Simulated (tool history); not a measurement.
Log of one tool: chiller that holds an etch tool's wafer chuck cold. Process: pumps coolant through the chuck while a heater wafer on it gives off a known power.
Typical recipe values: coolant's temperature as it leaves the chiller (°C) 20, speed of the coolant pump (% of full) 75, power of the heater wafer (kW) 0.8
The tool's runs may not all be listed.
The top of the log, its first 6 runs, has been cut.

run,hour,coolant's temperature as it leaves the chiller (°C),speed of the coolant pump (% of full),power of the heater wafer (kW),hours since the coolant was changed and the channels were flushed,hours since the pump was overhauled,hours since the chiller's thermometer was calibrated,chuck's temperature once it has settled (°C),how much warmer the coolant comes back (C)
7,134.3,20,75,0.8,2561,1386,2115,27.1,1.97
8,163.8,20,75,0.716,2591,1415,2145,26.1,1.78
9,195.3,20,75,0.716,2622,1447,2176,26.3,1.77
10,222.9,20,75,0.716,2650,1475,2204,26.5,1.8
11,259.3,20,75,0.716,2686,1511,2240,26.4,1.73
12,277.9,20,75,0.8,2705,1530,2259,27.2,1.94
13,300.9,20,75,0.8,2728,1553,2282,27.1,2.01
14,324.6,20,87,0.8,2752,1576,2306,26.6,1.7
15,347.4,15,75,0.8,2774,1599,2328,22.1,2.01
16,370.6,15,75,0.8,2798,1622,2352,22.1,1.97
17,396.5,15,75,0.8,2823,1648,2377,22.2,1.99
18,427,20,72,0.812,2854,1679,2408,27.5,2.16
19,460.8,11,70,0.532,2888,1712,2442,16,1.4
20,478.5,18,66,0.532,2905,1730,2460,22.9,1.51
21,515.7,24,81,0.532,2943,1767,2497,28.7,1.23
22,551.2,15,61,0.8,2978,1803,2532,23.1,2.49
23,576.3,28,75,0.8,3003,1828,2557,35.1,2
24,598.2,17,75,0.8,3025,1850,2579,24.3,2.02
25,623.7,17,75,0.8,3051,1875,2605,24.2,1.95
26,639.1,17,75,0.8,3066,1891,2620,24.1,2.02
27,662.2,20,75,0.649,3089,1914,2643,25.9,1.6

The next listed run, before its measurement:
28,685,24,75,0.419,3112,1937,2666,?,?

Run 28 yielded chuck's temperature once it has settled (°C) 27.5, how much warmer the coolant comes back (C) 1.08.
Without the tool's hidden state the same run would have given chuck's temperature once it has settled (°C) 27.3, how much warmer the coolant comes back (C) 1.04.

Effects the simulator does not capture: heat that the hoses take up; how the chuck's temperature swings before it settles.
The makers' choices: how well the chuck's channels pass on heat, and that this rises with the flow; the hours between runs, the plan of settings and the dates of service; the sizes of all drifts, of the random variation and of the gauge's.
